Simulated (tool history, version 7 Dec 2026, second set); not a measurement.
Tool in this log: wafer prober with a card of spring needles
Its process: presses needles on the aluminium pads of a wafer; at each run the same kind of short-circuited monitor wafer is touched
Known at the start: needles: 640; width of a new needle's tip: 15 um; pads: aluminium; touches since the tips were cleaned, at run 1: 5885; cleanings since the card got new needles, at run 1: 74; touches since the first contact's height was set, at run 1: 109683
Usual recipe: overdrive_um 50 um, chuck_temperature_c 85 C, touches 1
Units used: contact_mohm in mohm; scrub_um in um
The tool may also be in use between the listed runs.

run,hour,overdrive_um,chuck_temperature_c,touches,touches since the tips were cleaned,cleanings since the card got new needles,touches since the first contact's height was set,contact_mohm,scrub_um
1,0.0,50,85,1,5885,74,109683,413,12.18
# hour 1.5: tips cleaned on abrasive film
# hour 15.7: tips cleaned on abrasive film
2,17.9,50,85,1,1182,76,119095,297,12.17
# hour 27.9: tips cleaned on abrasive film
3,35.0,50,29,1,3788,77,128139,378,12.11
# hour 41.3: tips cleaned on abrasive film
# hour 54.2: tips cleaned on abrasive film
4,56.9,50,29,1,1476,79,139711,322,12.13
# hour 66.5: tips cleaned on abrasive film
# hour 68.2: height of the first contact set anew
# hour 79.1: tips cleaned on abrasive film
5,79.1,50,29,1,0,81,5739,219,12.43
# hour 92.6: tips cleaned on abrasive film
6,92.6,50,29,2,0,82,12906,222,12.45
# hour 105.8: tips cleaned on abrasive film
7,109.3,35,85,3,1835,83,21708,303,8.61
# hour 119.3: tips cleaned on abrasive film
8,125.2,35,85,3,3144,84,30133,319,8.66
# hour 131.8: tips cleaned on abrasive film
# hour 146.0: tips cleaned on abrasive film
9,148.0,35,51,1,1055,86,42153,369,8.67
# hour 158.5: tips cleaned on abrasive film
10,170.1,45,29,3,6174,87,53886,305,11.10
# hour 172.0: tips cleaned on abrasive film
# hour 184.3: tips cleaned on abrasive film
# hour 196.6: tips cleaned on abrasive film
11,196.6,51,85,1,0,90,67818,252,12.61
# hour 209.3: tips cleaned on abrasive film
12,209.4,51,102,2,61,91,74543,241,12.54

Consider 3 possible next runs. They are alternatives, not a sequence: every one starts from the tool as it was left by run 12. What does each give?
# hour 222.0: tips cleaned on abrasive film
A,233.5,50,43,1,6130,92,87330,?,?
# hour 222.0: tips cleaned on abrasive film
B,233.5,67,107,1,6130,92,87330,?,?
# hour 222.0: tips cleaned on abrasive film
C,233.5,37,43,1,6130,92,87330,?,?

run,contact_mohm,scrub_um
A,413,12.30
B,340,16.50
C,583,9.05
Without the tool's hidden state the same runs would have given:
run,contact_mohm,scrub_um
A,210,12.53
B,229,16.73
C,220,9.29
